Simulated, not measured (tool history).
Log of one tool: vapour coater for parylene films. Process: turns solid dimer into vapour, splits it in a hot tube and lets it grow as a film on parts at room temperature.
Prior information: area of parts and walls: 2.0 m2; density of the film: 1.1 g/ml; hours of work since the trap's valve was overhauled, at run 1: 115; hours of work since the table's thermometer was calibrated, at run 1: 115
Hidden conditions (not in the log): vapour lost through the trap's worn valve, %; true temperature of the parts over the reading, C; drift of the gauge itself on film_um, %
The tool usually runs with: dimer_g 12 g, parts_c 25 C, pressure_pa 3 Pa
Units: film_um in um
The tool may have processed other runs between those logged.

run     day  dimer_g  parts_c  pressure_pa  hours of work since the trap's valve was overhauled  hours of work since the table's thermometer was calibrated  film_um
  1       0       12       25            3                                                  115                                                         115     3.76
  2   3.367       12       25            3                                                  162                                                         162     3.66
  3   5.429       12       25            3                                                  190                                                         190     3.72
  4   7.067       14       25            3                                                  213                                                         213      4.2
  5   9.142       14       25        11.86                                                  241                                                         241     3.07
  6  10.612       14       25        11.86                                                  261                                                         261     3.06
  7  12.721       14       25        11.86                                                  290                                                         290     3.04
  8   15.15       14       25        11.86                                                  324                                                         324     3.04
     17.983  -- trap's valve overhauled
  9  18.475       14       25        11.86                                                    7                                                         367     3.41
 10    21.1       19       21            3                                                   43                                                         403     7.21
 11  24.246       19       21         7.74                                                   86                                                         447     5.78
 12  26.483        8       21         8.76                                                  117                                                         477     2.32
 13  29.071       12       22         3.96                                                  152                                                         513     3.98
 14  32.288       16       27         3.96                                                  197                                                         557     4.22
 15  35.892       16       27         3.96                                                  246                                                         607     4.09
 16  39.258       12       19            3                                                  293                                                         653     4.46
 17  42.712       12       24         3.79                                                  340                                                         701     3.44

Branching from run 17: 5 alternative next runs. What would each branch give?
     44.383  -- trap's valve overhauled
  A  45.95       12       18         3.79                                                   22                                                         743        ?
     44.383  -- trap's valve overhauled
  B  45.95       10       24         2.93                                                   22                                                         743        ?
     44.383  -- trap's valve overhauled
  C  45.95        8       17         4.62                                                   22                                                         743        ?
     44.383  -- trap's valve overhauled
  D  45.95       20       25            3                                                   22                                                         743        ?
     44.383  -- trap's valve overhauled
  E  45.95       18       25         8.39                                                   22                                                         743        ?

run  film_um
  A      4.9
  B     3.42
  C     3.25
  D     6.48
  E      4.6
Take away the tool's hidden state, keep each run's random variation, and the runs would have read:
run  film_um
  A      4.9
  B     3.42
  C     3.25
  D     6.48
  E      4.6
